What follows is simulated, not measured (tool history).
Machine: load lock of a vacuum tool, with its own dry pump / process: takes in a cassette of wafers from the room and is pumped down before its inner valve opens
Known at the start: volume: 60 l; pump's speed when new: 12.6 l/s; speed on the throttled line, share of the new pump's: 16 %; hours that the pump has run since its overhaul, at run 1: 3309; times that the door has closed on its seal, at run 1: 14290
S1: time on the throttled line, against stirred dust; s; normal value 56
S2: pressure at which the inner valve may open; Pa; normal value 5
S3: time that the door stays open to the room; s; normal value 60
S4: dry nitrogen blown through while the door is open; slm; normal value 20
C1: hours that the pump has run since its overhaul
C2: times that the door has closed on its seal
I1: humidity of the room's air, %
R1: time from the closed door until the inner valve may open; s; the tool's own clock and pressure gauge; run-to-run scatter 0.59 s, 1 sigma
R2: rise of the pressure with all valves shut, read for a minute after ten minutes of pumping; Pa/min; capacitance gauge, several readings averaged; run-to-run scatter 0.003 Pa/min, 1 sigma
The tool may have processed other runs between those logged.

run	hour	S1	S2	S3	S4	C1	C2	I1	R1	R2
1	0	56	5	60	20	3309	14290	45.2	97.3	0.082
2	48.1	56	5	60	20	3357	14399	47.7	97.4	0.085
3	132.5	56	5	60	20	3442	14591	43.3	96	0.087
4	222.4	56	5	60	20	3532	14796	45.4	97.3	0.089
5	310.6	56	5	60	20	3620	14997	44.4	97.9	0.093
6	394.8	56	5	60	20	3704	15189	42.7	97.9	0.091
7	467.3	56	5	60	20	3777	15353	48.6	96.9	0.095
8	562.1	56	5	60	20	3871	15570	44.3	98.1	0.096
9	629.9	56	5	60	20	3939	15724	46.6	98.1	0.099
10	688.4	56	5	66	20	3998	15857	44.8	97.2	0.1
11	786.6	56	5	66	20	4096	16081	44.7	97.2	0.102
12	876.7	56	5	60	20	4186	16286	44.3	97.8	0.103
13	980.3	56	7	60	20	4290	16522	44.7	96.7	0.101
14	1076.5	56	7	60	20	4386	16741	44.8	96.6	0.106
15	1125.1	56	7	60	20	4434	16851	45.1	96.1	0.105
16	1176.8	56	5	60	13	4486	16969	45.2	97.9	0.116
17	1220.9	56	5	60	13	4530	17070	43.5	97.4	0.108
18	1279.3	102	9	38	20	4589	17202	48.4	133.6	0.104
19	1374.4	69	8	39	5	4684	17419	42	107.5	0.11
20	1429.3	69	8	39	23	4739	17544	41.2	105.4	0.104
21	1520.4	69	8	39	23	4830	17751	46.3	107.1	0.111
22	1622.7	56	5	68	20	4932	17984	40.3	99.2	0.119
23	1673	56	5	68	20	4982	18099	47.9	97.5	0.115
24	1748.4	56	5	68	20	5058	18271	46.8	98.6	0.119
25	1831.1	56	9	60	34	5140	18459	43.9	94.8	0.121
26	1928.2	56	9	60	34	5238	18680	47.5	94.7	0.116
27	1985.3	84	5	130	7	5295	18810	41	122.1	0.139
28	2051.3	84	5	130	7	5361	18960	44.9	121.2	0.147
29	2098.7	56	5	189	33	5408	19068	45.2	98.1	0.136
30	2178.4	56	5	60	24	5488	19250	44.1	99.3	0.127
31	2240.5	89	5	33	24	5550	19391	47.6	125.7	0.12

Measured minus without-hidden-state, run by run (identical run-to-run variation in each term; gauge scatter may differ):
Hidden state at play: pump's speed, % of a new pump's; leak at the door's seal, Pa l/s; drift of the gauge itself on ready_s, %; drift of the gauge itself on rise_pa_min, %.
run	R1	R2
1	+2.2	+0.07
2	+2.3	+0.071
3	+2.3	+0.074
4	+2.4	+0.075
5	+2.4	+0.077
6	+2.5	+0.077
7	+2.5	+0.077
8	+2.6	+0.081
9	+2.6	+0.082
10	+2.6	+0.083
11	+2.6	+0.084
12	+2.7	+0.086
13	+2.8	+0.088
14	+2.9	+0.091
15	+2.9	+0.091
16	+2.9	+0.094
17	+2.9	+0.094
18	+2.2	+0.094
19	+2.7	+0.094
20	+2.6	+0.096
21	+2.8	+0.099
22	+3.2	+0.103
23	+3.2	+0.102
24	+3.2	+0.103
25	+3	+0.107
26	+3	+0.108
27	+3	+0.108
28	+3	+0.111
29	+3.5	+0.112
30	+3.5	+0.114
31	+3	+0.115
